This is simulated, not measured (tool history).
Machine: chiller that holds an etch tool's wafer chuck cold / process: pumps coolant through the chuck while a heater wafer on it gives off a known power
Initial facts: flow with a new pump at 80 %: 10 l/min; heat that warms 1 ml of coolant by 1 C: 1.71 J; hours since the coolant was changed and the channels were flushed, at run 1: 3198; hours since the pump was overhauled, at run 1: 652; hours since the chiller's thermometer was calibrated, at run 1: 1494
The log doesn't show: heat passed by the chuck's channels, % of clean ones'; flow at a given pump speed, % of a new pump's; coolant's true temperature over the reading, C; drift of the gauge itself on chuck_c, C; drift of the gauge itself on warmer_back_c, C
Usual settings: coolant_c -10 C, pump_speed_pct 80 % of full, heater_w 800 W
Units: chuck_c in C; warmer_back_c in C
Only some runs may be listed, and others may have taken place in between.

run,hour,coolant_c,pump_speed_pct,heater_w,hours since the coolant was changed and the channels were flushed,hours since the pump was overhauled,hours since the chiller's thermometer was calibrated,chuck_c,warmer_back_c
1,0,-10,80,800,3198,652,1494,-3.93,2.85
2,26.6,-10,80,800,3225,678,1521,-3.99,2.86
3,48,-10,80,800,3246,700,1542,-3.92,2.93
4,81.9,-10,80,800,3280,733,1576,-4.01,2.91
5,113.3,-10,80,800,3311,765,1608,-3.96,2.9
6,134,-10,80,800,3332,786,1628,-4.08,2.88
7,151.4,-10,80,800,3350,803,1646,-4.08,2.9
8,170.2,-10,80,800,3368,822,1665,-3.87,2.9
9,207,-10,80,800,3405,859,1701,-3.92,2.86
10,232.6,-10,80,800,3431,884,1727,-3.78,2.85
11,258.1,-10,80,800,3456,910,1753,-3.85,2.91
12,276.8,-10,80,800,3475,928,1771,-3.77,2.87
13,293.1,-13,80,800,3491,945,1788,-6.92,2.91
14,329.8,-13,80,800,3528,981,1824,-7.04,2.94
15,345.8,-13,80,800,3544,997,1840,-6.92,2.9
# hour 381.2: coolant changed, channels flushed
16,388,-13,80,800,7,1034,1876,-7.69,2.92
17,419.7,-13,80,800,39,1065,1908,-7.61,2.95
18,446.5,-17,80,800,65,1092,1935,-11.59,2.92
19,480.6,-8,97,861,99,1126,1969,-3.12,2.53
20,513.3,-10,81,800,132,1159,2002,-4.58,2.88
21,528.5,-10,81,800,147,1174,2017,-4.82,2.89
22,553.4,-10,81,800,172,1199,2042,-4.59,2.88
23,579.5,-10,81,800,198,1225,2068,-4.72,2.94
24,608,-2,65,864,227,1254,2097,5.06,3.91
25,639.9,-2,65,864,259,1285,2128,4.97,3.93
26,659.3,-2,65,864,278,1305,2148,5.04,3.9
27,684.5,-10,93,948,303,1330,2173,-4.47,2.95
28,718.2,-10,63,948,337,1364,2207,-1.99,4.48
29,750.8,-6,63,948,370,1396,2239,2.11,4.42
30,782.9,-6,63,948,402,1428,2271,2.19,4.43
31,804.7,-6,63,948,424,1450,2293,2.32,4.48
32,829.8,-6,74,618,449,1475,2318,-1.43,2.5
33,863.9,-6,74,618,483,1509,2352,-1.38,2.46

Each row is a separate what-if for the run after 33, all from the same tool condition, not one after another. Results?
A,901.1,-16,74,969,520,1547,2390,?,?
B,901.1,-10,96,800,520,1547,2390,?,?
C,901.1,-4,63,800,520,1547,2390,?,?

run,chuck_c,warmer_back_c
A,-8.86,3.88
B,-5.49,2.41
C,2.8,3.77
Take away the tool's hidden state, keep each run's random variation, and the runs would have read:
run,chuck_c,warmer_back_c
A,-9.17,3.68
B,-5.65,2.29
C,2.51,3.58
